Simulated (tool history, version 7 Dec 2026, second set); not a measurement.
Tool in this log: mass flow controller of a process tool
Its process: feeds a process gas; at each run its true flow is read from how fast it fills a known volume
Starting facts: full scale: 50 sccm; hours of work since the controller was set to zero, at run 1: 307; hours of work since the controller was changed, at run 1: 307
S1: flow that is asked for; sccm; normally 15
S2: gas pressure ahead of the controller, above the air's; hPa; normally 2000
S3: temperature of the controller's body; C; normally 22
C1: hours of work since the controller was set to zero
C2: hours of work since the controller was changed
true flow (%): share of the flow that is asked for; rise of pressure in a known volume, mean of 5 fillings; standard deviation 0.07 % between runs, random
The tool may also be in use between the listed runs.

Run 1, day 0.000: usual settings; C1 307; C2 307. Result: true flow (%) 97.79.
Run 2, day 12.425: usual settings; C1 525; C2 525. Result: true flow (%) 97.58.
Run 3, day 28.992: usual settings; C1 815; C2 815. Result: true flow (%) 97.27.
Run 4, day 51.771: usual settings; C1 1214; C2 1214. Result: true flow (%) 96.85.
Run 5, day 61.675: usual settings; C1 1387; C2 1387. Result: true flow (%) 96.55.
Run 6, day 72.496: usual settings; C1 1577; C2 1577. Result: true flow (%) 96.43.
Run 7, day 90.896: usual settings; C1 1899; C2 1899. Result: true flow (%) 96.14.
Run 8, day 105.346: usual settings; C1 2152; C2 2152. Result: true flow (%) 95.86.
Run 9, day 119.229: usual settings; C1 2395; C2 2395. Result: true flow (%) 95.51.
Run 10, day 133.012: usual settings but S1 9 sccm; C1 2637; C2 2637. Result: true flow (%) 93.58.
Run 11, day 144.704: usual settings; C1 2842; C2 2842. Result: true flow (%) 94.98.
Run 12, day 167.312: usual settings; C1 3238; C2 3238. Result: true flow (%) 94.78.
Run 13, day 182.471: usual settings but S2 2300 hPa; C1 3503; C2 3503. Result: true flow (%) 94.53.
Run 14, day 196.596: usual settings but S2 2300 hPa; C1 3750; C2 3750. Result: true flow (%) 94.33.
Run 15, day 207.975: usual settings but S1 22 sccm, S3 27 C; C1 3950; C2 3950. Result: true flow (%) 95.80.
Run 16, day 221.683: usual settings but S1 22 sccm, S3 27 C; C1 4190; C2 4190. Result: true flow (%) 95.64.
Run 17, day 231.696: usual settings but S1 22 sccm, S3 27 C; C1 4365; C2 4365. Result: true flow (%) 95.48.
At day 237.275: controller's zero set anew.
Run 18, day 241.725: usual settings but S1 47 sccm, S2 2360 hPa, S3 37 C; C1 78; C2 4541. Result: true flow (%) 99.77.
Run 19, day 255.767: usual settings but S1 47 sccm, S2 2360 hPa, S3 37 C; C1 324; C2 4786. Result: true flow (%) 99.88.
Run 20, day 267.521: usual settings but S1 10 sccm, S2 1450 hPa, S3 37 C; C1 530; C2 4992. Result: true flow (%) 97.18.
At day 280.838: controller exchanged for a calibrated one.
Run 21, day 289.312: usual settings but S1 10 sccm, S2 1450 hPa, S3 37 C; C1 148; C2 148. Result: true flow (%) 98.74.
Run 22, day 299.392: usual settings but S2 2330 hPa, S3 21 C; C1 325; C2 325. Result: true flow (%) 97.54.
Run 23, day 315.479: usual settings but S3 38 C; C1 607; C2 607. Result: true flow (%) 98.85.
Run 24, day 328.312: usual settings but S1 9 sccm, S2 1560 hPa, S3 24 C; C1 831; C2 831. Result: true flow (%) 96.45.
Run 25, day 341.496: usual settings but S1 8 sccm, S2 1830 hPa, S3 35 C; C1 1062; C2 1062. Result: true flow (%) 96.98.
Run 26, day 351.517: usual settings but S1 12 sccm, S2 2480 hPa, S3 27 C; C1 1238; C2 1238. Result: true flow (%) 96.93.
Run 27, day 369.942: usual settings but S1 12 sccm, S2 2480 hPa, S3 27 C; C1 1561; C2 1561. Result: true flow (%) 96.55.
Run 28, day 381.346: usual settings but S1 12 sccm, S2 2360 hPa, S3 21 C; C1 1760; C2 1760. Result: true flow (%) 95.76.

Below are 3 alternative next runs, each starting from the tool's condition after run 28. Predict each:
Run A, day 392.817: usual settings but S1 7 sccm, S2 1960 hPa; C1 1961; C2 1961. Result: true flow (%) ?.
Run B, day 392.817: usual settings but S2 2710 hPa; C1 1961; C2 1961. Result: true flow (%) ?.
Run C, day 392.817: usual settings but S1 6 sccm, S2 2510 hPa, S3 23 C; C1 1961; C2 1961. Result: true flow (%) ?.

run  true flow (%)
  A          93.81
  B          96.22
  C          93.37
What these runs would have given with no unlogged condition in the tool:
run  true flow (%)
  A          97.68
  B          98.25
  C          97.82
